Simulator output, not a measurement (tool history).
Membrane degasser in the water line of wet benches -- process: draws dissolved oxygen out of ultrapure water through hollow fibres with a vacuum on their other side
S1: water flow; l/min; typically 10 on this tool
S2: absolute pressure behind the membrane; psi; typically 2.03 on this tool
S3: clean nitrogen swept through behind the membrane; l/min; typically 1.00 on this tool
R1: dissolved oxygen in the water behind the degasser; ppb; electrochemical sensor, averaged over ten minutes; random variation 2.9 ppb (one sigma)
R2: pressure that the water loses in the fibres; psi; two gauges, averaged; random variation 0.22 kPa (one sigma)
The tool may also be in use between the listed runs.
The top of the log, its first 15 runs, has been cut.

Run 16, hour 961.0: usual settings but S2 1.36 psi. Result: R1 191.3 ppb, R2 7.857 psi.
Run 17, hour 1024.4: usual settings but S2 4.82 psi. Result: R1 710.0 ppb, R2 7.832 psi.
Run 18, hour 1091.4: usual settings but S1 7 l/min, S2 2.73 psi, S3 0.80 l/min. Result: R1 314.4 ppb, R2 5.449 psi.
Run 19, hour 1156.4: usual settings but S1 8 l/min, S2 1.39 psi, S3 0.80 l/min. Result: R1 164.1 ppb, R2 6.208 psi.
At hour 1178.5: vacuum gauge calibrated.
Run 20, hour 1219.5: usual settings but S2 1.45 psi. Result: R1 204.7 ppb, R2 7.781 psi.
Run 21, hour 1285.0: usual settings but S2 1.45 psi. Result: R1 201.5 ppb, R2 7.781 psi.
Run 22, hour 1331.9: usual settings but S1 15 l/min, S2 4.82 psi, S3 1.12 l/min. Result: R1 1042.2 ppb, R2 11.689 psi.
Run 23, hour 1391.0: usual settings but S1 8 l/min, S2 4.13 psi. Result: R1 472.5 ppb, R2 6.209 psi.
Run 24, hour 1462.2: usual settings but S1 8 l/min, S2 4.26 psi, S3 1.65 l/min. Result: R1 318.9 ppb, R2 6.171 psi.
Run 25, hour 1516.3: usual settings but S1 6 l/min, S3 2.50 l/min. Result: R1 67.1 ppb, R2 4.598 psi.
Run 26, hour 1604.0: usual settings but S1 6 l/min, S2 4.55 psi, S3 0.44 l/min. Result: R1 812.4 ppb, R2 4.618 psi.
Run 27, hour 1676.5: usual settings but S1 9 l/min, S2 3.61 psi, S3 0.55 l/min. Result: R1 766.4 ppb, R2 6.889 psi.
Run 28, hour 1744.4: usual settings but S2 4.96 psi, S3 1.55 l/min. Result: R1 495.8 ppb, R2 7.657 psi.
Run 29, hour 1816.7: usual settings but S1 8 l/min, S2 4.96 psi, S3 2.77 l/min. Result: R1 230.8 ppb, R2 6.121 psi.
Run 30, hour 1888.9: usual settings but S2 4.96 psi, S3 2.36 l/min. Result: R1 353.5 ppb, R2 7.619 psi.

Branching from run 30: 4 alternative next runs. What would each branch give?
Run A, hour 1926.1: usual settings but S2 1.38 psi. Result: R1 ?, R2 ?.
Run B, hour 1926.1: usual settings but S1 8 l/min, S2 4.06 psi, S3 0.65 l/min. Result: R1 ?, R2 ?.
Run C, hour 1926.1: usual settings but S1 8 l/min, S2 4.54 psi, S3 0.69 l/min. Result: R1 ?, R2 ?.
Run D, hour 1926.1: usual settings but S1 7 l/min, S2 4.96 psi, S3 2.36 l/min. Result: R1 ?, R2 ?.

run     R1     R2
  A  192.2  7.626
  B  670.8  6.097
  C  723.8  6.093
  D  228.0  5.377
What these runs would have given with no unlogged condition in the tool:
run     R1     R2
  A  192.0  7.870
  B  670.4  6.293
  C  723.4  6.289
  D  227.8  5.548
